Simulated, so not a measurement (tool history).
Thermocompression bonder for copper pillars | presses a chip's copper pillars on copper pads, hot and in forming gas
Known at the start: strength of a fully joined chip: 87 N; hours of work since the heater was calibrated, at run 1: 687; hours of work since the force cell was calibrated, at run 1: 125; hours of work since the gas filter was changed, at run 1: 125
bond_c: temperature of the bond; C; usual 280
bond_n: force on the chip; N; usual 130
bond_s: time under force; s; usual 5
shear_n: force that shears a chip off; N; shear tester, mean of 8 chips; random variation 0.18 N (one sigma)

run	hour	bond_c	bond_n	bond_s	hours of work since the heater was calibrated	hours of work since the force cell was calibrated	hours of work since the gas filter was changed	shear_n
1	0	280	130	5	687	125	125	61.8
2	25.1	280	130	5	705	142	142	61.4
3	61.7	280	130	5	730	167	167	61.5
4	91.5	306	130	5	751	188	188	70.2
5	110.6	298	130	5	764	201	201	67.5
6	149.1	298	130	5	791	228	228	67.7
7	185.3	298	130	5	816	253	253	67.4
# hour 216.2: forming gas filter changed
8	221.5	280	87	5	840	277	4	51.4
9	247.8	271	87	5	858	296	22	47.6
10	277.4	271	87	5	879	316	42	47.5
11	314.4	271	87	5	904	342	68	47.3
12	355.6	271	87	5	933	370	96	47.5
13	396	271	87	5	961	398	124	47.3
14	421.9	280	130	5	979	416	142	62.4
15	440.7	280	130	5	992	429	155	62.4
16	479.4	280	130	5	1019	456	182	61.8
17	507.1	280	130	5	1038	475	201	61.6
# hour 512.3: force cell calibrated
18	543.7	280	130	5	1062	22	225	62.1
19	571.8	280	89	4	1081	41	245	47.9
20	601.6	280	82	4	1102	62	265	45.2
# hour 615: forming gas filter changed
21	636.6	280	84	4	1126	86	15	47.4
22	668.2	280	84	4	1148	107	37	47.5
# hour 687.1: force cell calibrated, once more
23	704.4	280	84	4	1172	12	61	46.3
24	724	280	174	12	1185	26	74	79.5
25	747	308	130	4	1201	41	90	68.8
26	764.8	303	94	9	1214	54	103	69.8
27	802.6	265	102	6	1240	80	129	52.1
28	836.3	267	95	11	1263	103	152	60.3
29	860.9	267	95	11	1280	120	169	59.8
30	880.1	267	95	11	1293	133	182	59.8
31	907.3	280	98	4	1312	152	201	50.4
32	937.5	288	139	4	1333	173	222	63.1
33	971	307	103	10	1356	196	245	73.3
34	1002.5	302	130	5	1378	218	267	68.6
# hour 1012.2: forming gas filter changed
35	1028.8	266	111	15	1396	236	11	69.8
36	1067.3	270	107	5	1422	263	38	53.4

4 ways to go on from here, each from the tool as it stands after run 36. What would each give?
A	1103.7	280	181	13	1448	288	63	?
B	1103.7	282	130	5	1448	288	63	?
C	1103.7	279	79	5	1448	288	63	?
D	1103.7	270	107	4	1448	288	63	?

run	shear_n
A	81
B	63.9
C	48
D	50.2
Without the tool's hidden state the same runs would have given:
run	shear_n
A	80.9
B	62.8
C	46.8
D	48.9

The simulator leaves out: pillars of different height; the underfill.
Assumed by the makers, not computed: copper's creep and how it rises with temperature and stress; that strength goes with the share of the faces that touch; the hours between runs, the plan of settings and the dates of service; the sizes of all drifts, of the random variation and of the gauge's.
